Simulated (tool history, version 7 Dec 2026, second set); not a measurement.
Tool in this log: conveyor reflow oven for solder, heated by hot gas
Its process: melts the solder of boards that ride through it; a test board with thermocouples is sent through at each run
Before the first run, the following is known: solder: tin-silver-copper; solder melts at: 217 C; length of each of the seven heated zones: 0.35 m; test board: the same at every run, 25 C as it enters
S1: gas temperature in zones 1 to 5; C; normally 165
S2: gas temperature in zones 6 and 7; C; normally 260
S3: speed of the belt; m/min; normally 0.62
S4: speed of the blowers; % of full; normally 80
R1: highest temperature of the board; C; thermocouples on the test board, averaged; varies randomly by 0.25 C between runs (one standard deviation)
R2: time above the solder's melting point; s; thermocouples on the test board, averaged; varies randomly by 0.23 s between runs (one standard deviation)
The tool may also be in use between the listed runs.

| run | day | S1 | S2 | S3 | S4 | R1 | R2 |
|---|---|---|---|---|---|---|---|
| 1 | 0 | 165 | 260 | 0.62 | 80 | 245.8 | 43.8 |
|  | 0.896 | flux residue cleaned out of gas plates and filters |
| 2 | 2.604 | 165 | 260 | 0.62 | 60 | 241 | 39 |
| 3 | 3.862 | 165 | 260 | 0.62 | 60 | 241.3 | 39.1 |
| 4 | 6.521 | 165 | 260 | 0.62 | 50 | 237.8 | 34.7 |
| 5 | 8.004 | 165 | 260 | 0.62 | 50 | 238.1 | 35.1 |
| 6 | 10.65 | 165 | 260 | 0.62 | 50 | 237.8 | 35.2 |
| 7 | 12.529 | 165 | 270 | 0.62 | 80 | 254.5 | 49.8 |
| 8 | 15.292 | 165 | 270 | 0.62 | 81 | 254.3 | 49.9 |
|  | 16.533 | thermocouples of zones 6 and 7 changed |
| 9 | 16.921 | 165 | 270 | 0.62 | 81 | 254.6 | 49.9 |
| 10 | 19.138 | 165 | 275 | 0.62 | 80 | 258.6 | 51.9 |
|  | 20.392 | flux residue cleaned out of gas plates and filters |
| 11 | 21.575 | 165 | 275 | 0.62 | 80 | 259.2 | 52.1 |
| 12 | 22.942 | 165 | 261 | 0.62 | 80 | 246.9 | 44.7 |
| 13 | 25.596 | 165 | 261 | 0.62 | 80 | 246.4 | 44.9 |
| 14 | 27.433 | 165 | 260 | 0.535 | 80 | 249.6 | 55.9 |
| 15 | 29.45 | 165 | 260 | 0.62 | 80 | 245.7 | 44.1 |
|  | 31.7 | belt drive overhauled, speed set with a stopwatch |
| 16 | 31.892 | 158 | 261 | 0.62 | 80 | 245.2 | 41.9 |
| 17 | 34.392 | 175 | 260 | 0.543 | 57 | 246.3 | 54.1 |
| 18 | 36.683 | 175 | 260 | 0.543 | 57 | 245.9 | 54.1 |
| 19 | 38.454 | 175 | 268 | 0.543 | 57 | 253.2 | 59.2 |
|  | 39.962 | flux residue cleaned out of gas plates and filters |
| 20 | 40.571 | 175 | 268 | 0.686 | 53 | 244.8 | 39.1 |
| 21 | 43.554 | 165 | 269 | 0.62 | 51 | 245.9 | 42 |
| 22 | 46.221 | 165 | 256 | 0.62 | 77 | 241.8 | 40.5 |
| 23 | 49.15 | 159 | 271 | 0.62 | 80 | 254.7 | 48.3 |
| 24 | 50.438 | 165 | 254 | 0.58 | 66 | 239.6 | 41.4 |
| 25 | 53.504 | 156 | 260 | 0.594 | 70 | 243.6 | 41.5 |
| 26 | 55.188 | 156 | 260 | 0.594 | 70 | 243.6 | 41.3 |
| 27 | 57.262 | 173 | 260 | 0.594 | 70 | 246.1 | 48.7 |
|  | 59.342 | flux residue cleaned out of gas plates and filters |
| 28 | 59.342 | 155 | 255 | 0.511 | 54 | 240.1 | 44.7 |
|  | 60.508 | thermocouples of zones 6 and 7 changed |
| 29 | 62.342 | 163 | 266 | 0.66 | 72 | 246.9 | 40.5 |
| 30 | 64.004 | 154 | 249 | 0.619 | 74 | 233.6 | 29.2 |

Consider 3 possible next runs. They are alternatives, not a sequence: every one starts from the tool as it was left by run 30. What does each give?
| A | 65.512 | 165 | 260 | 0.62 | 72 | ? | ? |
| B | 65.512 | 165 | 260 | 0.62 | 54 | ? | ? |
| C | 65.512 | 155 | 249 | 0.619 | 73 | ? | ? |

| run | R1 | R2 |
|---|---|---|
| A | 243.9 | 42.4 |
| B | 239.2 | 36.8 |
| C | 233 | 29.6 |
Without the tool's hidden state the same runs would have given:
| run | R1 | R2 |
|---|---|---|
| A | 243.9 | 42.4 |
| B | 239.2 | 36.8 |
| C | 233.1 | 29.6 |
